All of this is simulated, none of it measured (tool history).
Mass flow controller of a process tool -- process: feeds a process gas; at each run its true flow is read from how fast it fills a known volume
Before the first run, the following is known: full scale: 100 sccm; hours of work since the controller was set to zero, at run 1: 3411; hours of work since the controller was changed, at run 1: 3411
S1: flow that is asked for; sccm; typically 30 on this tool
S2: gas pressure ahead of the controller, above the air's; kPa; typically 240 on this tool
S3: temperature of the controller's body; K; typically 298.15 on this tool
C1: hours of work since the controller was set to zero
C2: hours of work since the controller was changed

{"run": 1, "day": 0.0, "S1": 30, "S2": 240, "S3": 298.15, "C1": 3411, "C2": 3411, "true flow (%)": 97.57}
{"run": 2, "day": 7.312, "S1": 30, "S2": 240, "S3": 298.15, "C1": 3548, "C2": 3548, "true flow (%)": 97.34}
{"run": 3, "day": 13.283, "S1": 30, "S2": 240, "S3": 298.15, "C1": 3659, "C2": 3659, "true flow (%)": 97.29}
{"run": 4, "day": 22.604, "S1": 30, "S2": 240, "S3": 298.15, "C1": 3834, "C2": 3834, "true flow (%)": 97.06}
{"run": 5, "day": 28.171, "S1": 30, "S2": 240, "S3": 298.15, "C1": 3938, "C2": 3938, "true flow (%)": 97.02}
{"run": 6, "day": 32.104, "S1": 30, "S2": 240, "S3": 298.15, "C1": 4011, "C2": 4011, "true flow (%)": 96.9}
{"run": 7, "day": 39.742, "S1": 77, "S2": 240, "S3": 298.15, "C1": 4154, "C2": 4154, "true flow (%)": 98.34}
{"run": 8, "day": 45.508, "S1": 77, "S2": 240, "S3": 307.15, "C1": 4262, "C2": 4262, "true flow (%)": 97.35}
{"run": 9, "day": 50.208, "S1": 77, "S2": 240, "S3": 307.15, "C1": 4350, "C2": 4350, "true flow (%)": 97.33}
{"run": 10, "day": 59.442, "S1": 24, "S2": 240, "S3": 298.15, "C1": 4523, "C2": 4523, "true flow (%)": 96.32}
{"run": 11, "day": 68.267, "S1": 24, "S2": 240, "S3": 298.15, "C1": 4688, "C2": 4688, "true flow (%)": 96.18}
{"run": 12, "day": 72.308, "S1": 15, "S2": 240, "S3": 298.15, "C1": 4764, "C2": 4764, "true flow (%)": 95.78}
{"run": 13, "day": 76.475, "S1": 30, "S2": 240, "S3": 298.15, "C1": 4842, "C2": 4842, "true flow (%)": 96.28}
{"run": 14, "day": 82.1, "S1": 30, "S2": 240, "S3": 298.15, "C1": 4947, "C2": 4947, "true flow (%)": 96.21}
{"run": 15, "day": 91.183, "S1": 30, "S2": 240, "S3": 298.15, "C1": 5117, "C2": 5117, "true flow (%)": 96.01}
{"run": 16, "day": 99.479, "S1": 30, "S2": 185, "S3": 294.15, "C1": 5272, "C2": 5272, "true flow (%)": 96.63}
{"run": 17, "day": 108.975, "S1": 14, "S2": 240, "S3": 303.15, "C1": 5450, "C2": 5450, "true flow (%)": 94.62}
{"run": 18, "day": 115.496, "S1": 36, "S2": 198, "S3": 298.15, "C1": 5572, "C2": 5572, "true flow (%)": 96.07}
{"run": 19, "day": 121.508, "S1": 94, "S2": 214, "S3": 307.15, "C1": 5684, "C2": 5684, "true flow (%)": 96.85}
{"run": 20, "day": 125.767, "S1": 69, "S2": 192, "S3": 301.15, "C1": 5764, "C2": 5764, "true flow (%)": 96.63}
{"run": 21, "day": 132.138, "S1": 69, "S2": 192, "S3": 301.15, "C1": 5883, "C2": 5883, "true flow (%)": 96.57}
{"day": 137.696, "done": "controller exchanged for a calibrated one"}
{"run": 22, "day": 140.508, "S1": 69, "S2": 193, "S3": 306.15, "C1": 53, "C2": 53, "true flow (%)": 95.8}
{"run": 23, "day": 144.996, "S1": 69, "S2": 193, "S3": 306.15, "C1": 137, "C2": 137, "true flow (%)": 95.82}

The next listed run, before its measurement:
{"run": 24, "day": 149.921, "S1": 30, "S2": 240, "S3": 310.15, "C1": 229, "C2": 229, "true flow (%)": "?"}

{"run 24": {"true flow (%)": 93.66}}
Had the tool carried no hidden state, the very same run would have given true flow (%) 95.94.
